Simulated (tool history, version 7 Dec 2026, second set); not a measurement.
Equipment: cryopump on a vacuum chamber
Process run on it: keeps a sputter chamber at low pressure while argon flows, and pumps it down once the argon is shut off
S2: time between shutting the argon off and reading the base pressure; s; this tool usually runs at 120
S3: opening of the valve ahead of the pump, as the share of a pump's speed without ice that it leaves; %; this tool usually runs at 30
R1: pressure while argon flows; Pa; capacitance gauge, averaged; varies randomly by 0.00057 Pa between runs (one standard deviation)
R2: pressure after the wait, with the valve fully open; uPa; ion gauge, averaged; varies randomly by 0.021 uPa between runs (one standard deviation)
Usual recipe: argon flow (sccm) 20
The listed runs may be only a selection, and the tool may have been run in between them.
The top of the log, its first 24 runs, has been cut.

run 25 hour=392.8 | argon_flow_(sccm)=20 S2=120 S3=45 | R1=0.0488 R2=1.17
run 26 hour=405.6 | argon_flow_(sccm)=8 S2=247 S3=28 | R1=0.0316 R2=1.12
run 27 hour=421.7 | argon_flow_(sccm)=8 S2=247 S3=28 | R1=0.0313 R2=1.11
run 28 hour=431.1 | argon_flow_(sccm)=8 S2=247 S3=28 | R1=0.0321 R2=1.13
run 29 hour=452.8 | argon_flow_(sccm)=38 S2=120 S3=30 | R1=0.138 R2=1.26
run 30 hour=472.7 | argon_flow_(sccm)=10 S2=47 S3=30 | R1=0.0357 R2=1.81
run 31 hour=485.5 | argon_flow_(sccm)=34 S2=24 S3=30 | R1=0.1236 R2=2.53
run 32 hour=507.7 | argon_flow_(sccm)=10 S2=24 S3=20 | R1=0.054 R2=2.57
run 33 hour=528.8 | argon_flow_(sccm)=26 S2=183 S3=20 | R1=0.1396 R2=1.27

What if the next run were any one of these 5? Each begins from the tool's condition after run 33:
run A hour=547.3 | argon_flow_(sccm)=21 S2=45 S3=32 | R1=? R2=?
run B hour=547.3 | argon_flow_(sccm)=24 S2=21 S3=30 | R1=? R2=?
run C hour=547.3 | argon_flow_(sccm)=26 S2=53 S3=20 | R1=? R2=?
run D hour=547.3 | argon_flow_(sccm)=26 S2=81 S3=20 | R1=? R2=?
run E hour=547.3 | argon_flow_(sccm)=25 S2=120 S3=19 | R1=? R2=?

run=A R1=0.0722 R2=1.89
run=B R1=0.0889 R2=2.87
run=C R1=0.1405 R2=1.77
run=D R1=0.1411 R2=1.52
run=E R1=0.1432 R2=1.44
Without the tool's unlogged condition, the same runs would have read:
run=A R1=0.0671 R2=0.98
run=B R1=0.0831 R2=1.94
run=C R1=0.1343 R2=0.87
run=D R1=0.1348 R2=0.61
run=E R1=0.1372 R2=0.51

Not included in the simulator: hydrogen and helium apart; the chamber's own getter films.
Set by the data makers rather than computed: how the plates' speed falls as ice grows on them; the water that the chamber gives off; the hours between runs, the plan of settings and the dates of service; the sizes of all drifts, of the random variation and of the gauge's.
